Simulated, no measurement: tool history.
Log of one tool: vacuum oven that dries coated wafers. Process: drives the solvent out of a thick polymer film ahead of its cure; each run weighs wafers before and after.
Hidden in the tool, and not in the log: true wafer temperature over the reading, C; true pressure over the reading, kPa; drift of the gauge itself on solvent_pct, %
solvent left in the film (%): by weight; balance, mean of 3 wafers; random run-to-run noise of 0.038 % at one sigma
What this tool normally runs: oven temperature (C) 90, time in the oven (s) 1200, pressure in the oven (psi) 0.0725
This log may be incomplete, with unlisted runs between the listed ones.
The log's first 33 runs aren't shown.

run	hour	oven temperature (C)	time in the oven (s)	pressure in the oven (psi)	hours of work since the thermocouples were calibrated	hours of work since the vacuum gauge was cleaned of residue	solvent left in the film (%)
34	1577	90	660	0.1501	154	607	6.32
# hour 1587.8: oven's thermocouples calibrated, once more
35	1621.3	90	720	0.1962	15	626	4.06
36	1665	93	720	0.0965	35	646	2.86
37	1718.3	92	1080	0.1131	59	671	1.56
38	1753	90	1200	0.1794	75	686	1.83
39	1812.8	75	1620	0.0557	103	714	5.21
40	1874.2	75	2040	0.0557	131	742	3.89
41	1925.9	103	840	0.0466	154	765	0.46
42	1988.6	103	840	0.0466	183	794	0.46

The next listed run, before its measurement:
43	2041.1	90	1620	0.0725	207	818	?

{"run 43": {"solvent left in the film (%)": 0.81}}
With no hidden state in the tool, this same run would have given solvent left in the film (%) 0.67.

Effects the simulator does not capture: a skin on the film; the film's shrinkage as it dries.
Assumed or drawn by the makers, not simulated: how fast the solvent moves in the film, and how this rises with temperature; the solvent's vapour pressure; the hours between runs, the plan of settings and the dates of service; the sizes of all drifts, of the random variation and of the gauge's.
